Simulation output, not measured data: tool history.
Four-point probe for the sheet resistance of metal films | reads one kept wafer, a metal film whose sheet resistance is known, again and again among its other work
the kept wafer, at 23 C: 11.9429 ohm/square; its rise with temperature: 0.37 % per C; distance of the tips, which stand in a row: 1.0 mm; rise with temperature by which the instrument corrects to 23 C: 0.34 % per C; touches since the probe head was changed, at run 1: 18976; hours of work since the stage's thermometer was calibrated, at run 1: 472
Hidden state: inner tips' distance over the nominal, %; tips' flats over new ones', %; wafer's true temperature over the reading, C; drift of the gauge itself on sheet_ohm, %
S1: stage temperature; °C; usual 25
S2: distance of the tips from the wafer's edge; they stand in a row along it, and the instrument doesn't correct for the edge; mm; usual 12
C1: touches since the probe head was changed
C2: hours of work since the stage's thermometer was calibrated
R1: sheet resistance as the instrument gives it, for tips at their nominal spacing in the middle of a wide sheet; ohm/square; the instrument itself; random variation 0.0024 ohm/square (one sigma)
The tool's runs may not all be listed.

run   hour  S1  S2     C1   C2         R1
  1      0  25  12  18976  472  11.995113
  2    8.6  25  12  19321  478  11.994011
  3   17.5  25  12  19682  484  11.990859
  4   24.7  25  12  19975  490  11.991818
  5   32.8  33  12  20299  496  12.026252
  6   43.1  33  12  20717  503  12.029967
  7   54.9  25  44  21193  512  11.956186
  8   64.9  23  44  21597  519  11.943604
  9   72.8  23  44  21918  525  11.947579
 10   85.4  25  44  22426  534  11.949339
 11   98.3  25  12  22945  543  11.996702
 12  110.5  25  12  23438  552  11.993976
 13  118.9  25  12  23780  558  11.997309
 14  132.8  25  12  24341  568  11.994122
 15  143.5  25  12  24773  576  11.990842
 16  151.4  25  12  25093  582  11.997179
 17  167.7  25  71  25749  594  11.953462
 18  177.8  25  71  26159  601  11.949531
 19  194.1  25  14  26814  613  11.980331
 20  200.9  25  14  27090  618  11.978988
 21  207.6  25  14  27362  623  11.979631
 22  222.6  25  14  27969  634  11.978174
 23  236.9  25  42  28545  644  11.952267
 24  249.8  20  30  29065  653  11.938007
 25  261.4  33  13  29534  662  12.019387
 26    270  27  53  29879  668  11.958831
 27  283.7  32  53  30435  678  11.980615
 28  297.3  18   3  30985  688  12.591104
 29  309.1  18   3  31461  697  12.595406
 30  319.1  18   3  31863  704  12.599163
 31    327  28  44  32182  710  11.966409
 32  337.6  28  44  32612  717  11.961258
 33  351.9  21  35  33190  728   11.93849
 34  363.4  26   6  33653  736  12.130467
 35    378  27   5  34245  747  12.208966
 36  386.1  27   5  34572  753  12.212591
 37  396.8  34   6  35001  760  12.162291
 38  405.4  34   6  35351  767  12.161066
 39  414.8  22  17  35729  774  11.962237
 40  422.9  22   4  36057  779  12.323665
 41  431.8  25   9  36417  786  12.026802
 42  440.5  26  64  36769  792   11.95637
 43  448.2  18  16  37081  798  11.947604
 44    455  21  24  37353  803   11.94393
 45  465.3  28  27  37769  810  11.973829
 46  473.9  28  27  38117  817  11.962819

3 ways to go on from here, each from the tool as it stands after run 46. What would each give?
  A  486.2  27  27  38613  825   ?
  B  486.2  23  36  38613  825   ?
  C  486.2  31   4  38613  825   ?

run         R1
  A  11.972293
  B  11.948377
  C  12.362328
Without the tool's hidden state the same runs would have given:
run         R1
  A  11.972991
  B  11.949075
  C  12.363045
